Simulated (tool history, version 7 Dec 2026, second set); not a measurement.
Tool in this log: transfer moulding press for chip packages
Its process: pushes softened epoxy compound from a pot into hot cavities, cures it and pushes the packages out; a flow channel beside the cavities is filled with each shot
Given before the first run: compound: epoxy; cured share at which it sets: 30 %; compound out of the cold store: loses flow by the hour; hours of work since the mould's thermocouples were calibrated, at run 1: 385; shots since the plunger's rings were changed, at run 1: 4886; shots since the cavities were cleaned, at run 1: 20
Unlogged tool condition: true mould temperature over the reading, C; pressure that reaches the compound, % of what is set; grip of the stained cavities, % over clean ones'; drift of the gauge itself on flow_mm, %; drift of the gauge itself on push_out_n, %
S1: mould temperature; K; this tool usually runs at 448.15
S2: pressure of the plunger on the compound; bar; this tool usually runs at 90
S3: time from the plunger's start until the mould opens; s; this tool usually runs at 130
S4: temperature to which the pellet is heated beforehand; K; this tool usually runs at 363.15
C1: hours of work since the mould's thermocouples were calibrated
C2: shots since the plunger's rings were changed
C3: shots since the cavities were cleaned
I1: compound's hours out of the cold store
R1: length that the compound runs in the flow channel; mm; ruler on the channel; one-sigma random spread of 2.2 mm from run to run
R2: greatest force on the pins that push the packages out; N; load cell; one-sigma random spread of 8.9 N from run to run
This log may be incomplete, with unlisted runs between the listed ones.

run   hour      S1  S2   S3      S4   C1    C2   C3    I1   R1   R2
  1      0  448.15  90  130  363.15  385  4886   20  44.7  680  414
  2   11.1  448.15  90  130  363.15  393  5006  140  26.9  741  521
  3   21.6  448.15  90  130  363.15  401  5118  252  34.1  719  608
        33  -- mould's thermocouples calibrated
  4   34.1  448.15  90  130  363.15    1  5231  365  45.9  674  661
  5   40.5  448.15  90  130  363.15    6  5300  434  15.4  788  696
  6   51.7  448.15  90  130  363.15   14  5420  554  29.8  734  764
  7     59  448.15  90  130  363.15   19  5499  633  42.6  685  766
  8   65.2  443.15  90  130  363.15   24  5565  699  45.6  694  868
  9   73.4  443.15  90  130  363.15   30  5653  787  37.1  725  872
      77.3  -- cavities cleaned with cleaning compound and waxed
 10   81.9  443.15  90  130  363.15   35  5728   50  31.9  739  504
 11     87  448.15  90  130  363.15   39  5783  105  14.8  789  502
 12     99  448.15  90  130  363.15   47  5912  234    37  704  602
 13  106.9  448.15  90  130  363.15   53  5996  318  13.2  798  640
 14  113.8  448.15  90  130  356.15   58  6070  392    12  799  693
 15    124  448.15  90  130  356.15   66  6180  502  19.3  770  750
 16  131.3  448.15  90  130  356.15   71  6259  581  22.5  758  761
 17  140.1  448.15  90  130  356.15   78  6353  675  37.4  700  787
 18  145.4  456.15  90  130  356.15   82  6409  731  17.7  744  787
     154.4  -- cavities cleaned with cleaning compound and waxed
 19    157  452.15  90  168  366.15   89  6518   28  20.7  744  407
     171.6  -- plunger's sealing rings changed
 20  171.6  450.15  90  168  366.15   98     0  158  11.6  834  525
 21  183.1  450.15  90  168  366.15  106   124  282  17.3  807  604
 22  190.3  450.15  90  168  366.15  112   201  359  26.7  770  629
 23  200.3  450.15  90  168  366.15  119   308  466  42.3  714  681

What does the tool deliver on the next run?
 24  210.3  450.15  90  168  366.15  126  416  574  19   ?   ?

{"run 24": {"R1": 798, "R2": 711}}
Without the tool's hidden state the same run would have given R1 800 mm, R2 368 N.

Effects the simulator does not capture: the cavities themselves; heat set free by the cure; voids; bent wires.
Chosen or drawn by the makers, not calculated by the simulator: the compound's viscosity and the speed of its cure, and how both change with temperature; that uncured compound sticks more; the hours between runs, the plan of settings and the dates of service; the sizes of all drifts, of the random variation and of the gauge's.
